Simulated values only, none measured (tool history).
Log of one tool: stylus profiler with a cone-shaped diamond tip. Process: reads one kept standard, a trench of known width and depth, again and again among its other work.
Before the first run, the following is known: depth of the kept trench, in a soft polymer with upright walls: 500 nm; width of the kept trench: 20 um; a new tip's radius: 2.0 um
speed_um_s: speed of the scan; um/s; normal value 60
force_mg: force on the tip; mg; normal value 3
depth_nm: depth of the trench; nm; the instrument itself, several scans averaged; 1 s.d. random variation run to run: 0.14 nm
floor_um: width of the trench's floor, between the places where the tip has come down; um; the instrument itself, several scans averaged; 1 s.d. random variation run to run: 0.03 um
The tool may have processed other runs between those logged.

{"run": 1, "day": 0.0, "speed_um_s": 60, "force_mg": 3, "depth_nm": 504.05, "floor_um": 17.01}
{"run": 2, "day": 0.654, "speed_um_s": 19, "force_mg": 3, "depth_nm": 503.94, "floor_um": 17.17}
{"run": 3, "day": 1.654, "speed_um_s": 50, "force_mg": 3, "depth_nm": 504.01, "floor_um": 17.06}
{"run": 4, "day": 2.421, "speed_um_s": 43, "force_mg": 3, "depth_nm": 503.85, "floor_um": 17.1}
{"run": 5, "day": 3.262, "speed_um_s": 43, "force_mg": 3, "depth_nm": 503.87, "floor_um": 17.04}
{"run": 6, "day": 4.417, "speed_um_s": 22, "force_mg": 3, "depth_nm": 503.74, "floor_um": 17.13}
{"run": 7, "day": 5.358, "speed_um_s": 22, "force_mg": 3, "depth_nm": 504.22, "floor_um": 17.16}
{"run": 8, "day": 6.117, "speed_um_s": 60, "force_mg": 3, "depth_nm": 503.77, "floor_um": 17.01}
{"run": 9, "day": 6.646, "speed_um_s": 60, "force_mg": 3, "depth_nm": 504.03, "floor_um": 17}
{"run": 10, "day": 7.729, "speed_um_s": 60, "force_mg": 3, "depth_nm": 503.63, "floor_um": 16.93}
{"run": 11, "day": 8.538, "speed_um_s": 60, "force_mg": 5.34, "depth_nm": 505.96, "floor_um": 17.01}
{"run": 12, "day": 9.162, "speed_um_s": 60, "force_mg": 5.34, "depth_nm": 506.05, "floor_um": 17.09}
{"run": 13, "day": 9.967, "speed_um_s": 60, "force_mg": 5.34, "depth_nm": 505.97, "floor_um": 17.08}
{"run": 14, "day": 10.654, "speed_um_s": 60, "force_mg": 7.15, "depth_nm": 507.15, "floor_um": 17.07}
{"run": 15, "day": 11.696, "speed_um_s": 60, "force_mg": 6.04, "depth_nm": 506.73, "floor_um": 17}
{"run": 16, "day": 12.858, "speed_um_s": 60, "force_mg": 6.04, "depth_nm": 506.5, "floor_um": 16.99}
{"run": 17, "day": 13.4, "speed_um_s": 60, "force_mg": 2.07, "depth_nm": 502.87, "floor_um": 16.94}
{"run": 18, "day": 14.3, "speed_um_s": 60, "force_mg": 2.07, "depth_nm": 502.9, "floor_um": 16.92}
{"run": 19, "day": 15.221, "speed_um_s": 60, "force_mg": 2.07, "depth_nm": 503.01, "floor_um": 16.95}
{"run": 20, "day": 16.158, "speed_um_s": 22, "force_mg": 3.9, "depth_nm": 504.53, "floor_um": 17.11}
{"run": 21, "day": 17.221, "speed_um_s": 22, "force_mg": 3.9, "depth_nm": 504.72, "floor_um": 17.11}
{"run": 22, "day": 17.904, "speed_um_s": 22, "force_mg": 3.9, "depth_nm": 504.78, "floor_um": 17.02}
{"run": 23, "day": 18.5, "speed_um_s": 22, "force_mg": 1.8, "depth_nm": 502.56, "floor_um": 17.01}
{"run": 24, "day": 19.096, "speed_um_s": 203, "force_mg": 2.64, "depth_nm": 503.32, "floor_um": 16.37}
{"run": 25, "day": 19.729, "speed_um_s": 56, "force_mg": 2.64, "depth_nm": 503.34, "floor_um": 16.92}
{"run": 26, "day": 20.846, "speed_um_s": 54, "force_mg": 5.32, "depth_nm": 505.86, "floor_um": 16.97}
{"run": 27, "day": 21.617, "speed_um_s": 175, "force_mg": 2.13, "depth_nm": 502.9, "floor_um": 16.38}
{"run": 28, "day": 22.762, "speed_um_s": 16, "force_mg": 6.68, "depth_nm": 506.74, "floor_um": 17.1}
{"run": 29, "day": 23.671, "speed_um_s": 23, "force_mg": 1.07, "depth_nm": 501.52, "floor_um": 16.93}
{"run": 30, "day": 24.842, "speed_um_s": 24, "force_mg": 1.07, "depth_nm": 501.37, "floor_um": 16.96}

Here are 4 independent what-if runs from the current tool condition. What would each one return?
{"run": "A", "day": 25.546, "speed_um_s": 17, "force_mg": 4.84, "depth_nm": "?", "floor_um": "?"}
{"run": "B", "day": 25.546, "speed_um_s": 75, "force_mg": 7.64, "depth_nm": "?", "floor_um": "?"}
{"run": "C", "day": 25.546, "speed_um_s": 237, "force_mg": 3.4, "depth_nm": "?", "floor_um": "?"}
{"run": "D", "day": 25.546, "speed_um_s": 200, "force_mg": 7.88, "depth_nm": "?", "floor_um": "?"}

run=A depth_nm=505.26 floor_um=17.12
run=B depth_nm=507.39 floor_um=16.93
run=C depth_nm=504.3 floor_um=16.41
run=D depth_nm=507.39 floor_um=16.68
Stripped of hidden state, with their random variation kept, the same runs would have yielded:
run=A depth_nm=506.01 floor_um=17.36
run=B depth_nm=508.14 floor_um=17.17
run=C depth_nm=505.04 floor_um=16.65
run=D depth_nm=508.13 floor_um=16.92
